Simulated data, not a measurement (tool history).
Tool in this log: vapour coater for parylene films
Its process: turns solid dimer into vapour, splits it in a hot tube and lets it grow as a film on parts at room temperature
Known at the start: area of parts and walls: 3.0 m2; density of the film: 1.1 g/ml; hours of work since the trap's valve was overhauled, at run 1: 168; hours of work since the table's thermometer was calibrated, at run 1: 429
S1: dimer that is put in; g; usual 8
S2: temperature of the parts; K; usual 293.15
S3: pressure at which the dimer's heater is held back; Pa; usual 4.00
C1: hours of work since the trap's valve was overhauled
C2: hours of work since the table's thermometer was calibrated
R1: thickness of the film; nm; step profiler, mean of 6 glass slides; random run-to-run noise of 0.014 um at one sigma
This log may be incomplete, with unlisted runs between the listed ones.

run,day,S1,S2,S3,C1,C2,R1
1,0.000,8,293.15,4.00,168,429,1260
2,0.800,8,293.15,4.00,177,439,1280
3,1.762,8,293.15,4.00,189,450,1280
4,2.650,4,293.15,4.00,199,461,640
5,3.242,8,293.15,2.04,207,468,1400
6,4.183,8,293.15,2.04,218,479,1370
7,4.921,8,293.15,2.04,227,488,1350
8,5.746,8,293.15,2.04,237,498,1370
9,6.242,8,293.15,2.04,243,504,1390
10,7.146,8,293.15,2.04,253,515,1350
11,7.654,4,304.15,4.00,260,521,510
12,8.275,4,304.15,4.00,267,528,530
13,8.950,4,299.15,2.51,275,537,590
14,9.688,4,296.15,3.31,284,545,600
15,10.271,4,296.15,3.31,291,552,620
16,10.912,4,296.15,3.31,299,560,600

Alternative continuations, all from the tool just after run 16; predict every row:
A,11.808,8,297.15,6.14,310,571,?
B,11.808,13,304.15,4.45,310,571,?
C,11.808,6,293.15,3.06,310,571,?

run,R1
A,1080
B,1670
C,950
Take away the tool's hidden state, keep each run's random variation, and the runs would have read:
run,R1
A,1200
B,1860
C,1060
